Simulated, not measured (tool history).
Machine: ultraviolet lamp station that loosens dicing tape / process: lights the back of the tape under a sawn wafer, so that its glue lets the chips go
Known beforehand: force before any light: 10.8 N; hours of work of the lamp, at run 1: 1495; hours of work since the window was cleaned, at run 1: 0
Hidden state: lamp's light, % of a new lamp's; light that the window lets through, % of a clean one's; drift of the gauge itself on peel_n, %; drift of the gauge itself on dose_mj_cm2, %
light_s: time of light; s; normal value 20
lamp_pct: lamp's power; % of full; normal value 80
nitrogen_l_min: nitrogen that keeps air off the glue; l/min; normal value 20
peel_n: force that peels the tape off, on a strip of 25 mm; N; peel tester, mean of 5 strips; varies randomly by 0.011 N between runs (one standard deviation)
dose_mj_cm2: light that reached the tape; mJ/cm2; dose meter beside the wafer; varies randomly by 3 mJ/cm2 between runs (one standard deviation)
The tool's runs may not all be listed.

run,hour,light_s,lamp_pct,nitrogen_l_min,hours of work of the lamp,hours of work since the window was cleaned,peel_n,dose_mj_cm2
1,0.0,20,80,20,1495,0,1.275,287
2,69.0,20,80,20,1533,38,1.357,281
3,133.5,20,80,20,1568,73,1.439,272
4,198.0,20,80,20,1603,108,1.437,263
5,234.5,20,80,20,1623,128,1.491,262
6,282.4,20,80,20,1650,154,1.547,259
7,338.3,20,80,20,1680,185,1.691,247
8,404.0,20,80,20,1716,221,1.786,245
9,457.1,20,80,20,1745,250,1.854,243
10,493.2,20,80,20,1765,270,1.901,240
11,541.4,20,80,20,1791,296,1.865,232
# hour 598.4: lamp changed
12,600.1,20,80,8,1,328,1.234,381
13,641.6,20,80,8,24,350,1.206,371
14,706.9,20,80,8,59,386,1.254,363
15,770.2,20,80,22,94,421,0.752,358
16,818.7,20,80,22,120,447,0.813,350
# hour 823.4: window cleaned of glue's vapour
17,850.5,20,62,9,138,15,2.444,243
18,885.3,34,71,13,157,34,0.543,469
19,928.2,34,85,9,180,57,0.477,549
20,996.2,25,80,20,217,94,0.766,370
21,1062.0,25,62,40,253,130,1.067,282
22,1096.6,25,62,40,272,149,1.097,275
23,1152.2,20,82,20,303,180,1.345,283
24,1186.2,12,97,32,321,198,2.086,194
25,1229.7,12,97,32,345,222,2.216,195
# hour 1243.1: window cleaned of glue's vapour, once more
26,1278.0,12,87,6,371,19,2.676,257
27,1337.3,20,93,20,404,52,0.468,450
28,1398.8,20,62,10,437,85,1.768,294
29,1465.6,12,86,34,474,122,1.556,239

Each row is a separate what-if for the run after 29, all from the same tool condition, not one after another. Results?
A,1498.2,31,86,20,491,139,?,?
B,1498.2,12,86,34,491,139,?,?
C,1498.2,29,80,20,491,139,?,?

run,peel_n,dose_mj_cm2
A,0.232,612
B,1.547,235
C,0.307,531
Stripped of hidden state, with their random variation kept, the same runs would have yielded:
run,peel_n,dose_mj_cm2
A,0.174,728
B,1.092,280
C,0.214,633

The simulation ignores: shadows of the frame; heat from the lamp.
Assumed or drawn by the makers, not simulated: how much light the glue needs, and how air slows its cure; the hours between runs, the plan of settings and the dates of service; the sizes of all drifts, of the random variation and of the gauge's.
